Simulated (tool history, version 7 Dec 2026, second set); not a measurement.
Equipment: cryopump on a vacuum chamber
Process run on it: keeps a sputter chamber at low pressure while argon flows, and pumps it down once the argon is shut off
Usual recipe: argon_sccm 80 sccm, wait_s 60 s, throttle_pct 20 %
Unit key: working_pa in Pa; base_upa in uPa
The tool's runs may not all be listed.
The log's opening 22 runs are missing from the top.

run    hour  argon_sccm  wait_s  throttle_pct  hours of work since the pump was warmed up and emptied  hours of work since the cold head was overhauled  hours of work since the chamber's fittings were tightened  working_pa  base_upa
 23  1283.1          33     109            20                                                     457                                              1535                                                       1031      0.1625      1.04
 24  1334.8          33     109            20                                                     482                                              1560                                                       1056      0.1631      0.96
 25    1390          33     109            20                                                     509                                              1587                                                       1083      0.1625      1.04
 26  1457.2          50     112            29                                                     542                                              1620                                                       1116      0.1721      1.02
 27  1497.7          50     112            29                                                     561                                              1640                                                       1136      0.1714      1.03
 28  1540.9          97      68            19                                                     583                                              1661                                                       1157      0.5003      1.42
 29  1576.5          97      68            19                                                     600                                              1678                                                       1174      0.5029      1.38
 30  1634.2          52      60            20                                                     628                                              1706                                                       1203      0.2569      1.55
 31  1708.2          52      60            51                                                     664                                              1742                                                       1239      0.1035      1.57
 32  1782.3          80     188            20                                                     701                                              1779                                                       1275      0.3976      0.86
 33  1852.1          47     212            35                                                     735                                              1813                                                       1309      0.1342      0.84

Branching from run 33: 4 alternative next runs. What would each branch give?
  A  1889.5          55      25            60                                                     753                                              1831                                                       1327           ?         ?
  B  1889.5          80      60            16                                                     753                                              1831                                                       1327           ?         ?
  C  1889.5          64      60            20                                                     753                                              1831                                                       1327           ?         ?
  D  1889.5          32     170            20                                                     753                                              1831                                                       1327           ?         ?

run  working_pa  base_upa
  A      0.0951      3.05
  B      0.4891      1.57
  C       0.319      1.63
  D      0.1588       0.9
Stripped of hidden state, with their random variation kept, the same runs would have yielded:
run  working_pa  base_upa
  A      0.0882      2.68
  B      0.4793       1.2
  C       0.311      1.25
  D      0.1548      0.54

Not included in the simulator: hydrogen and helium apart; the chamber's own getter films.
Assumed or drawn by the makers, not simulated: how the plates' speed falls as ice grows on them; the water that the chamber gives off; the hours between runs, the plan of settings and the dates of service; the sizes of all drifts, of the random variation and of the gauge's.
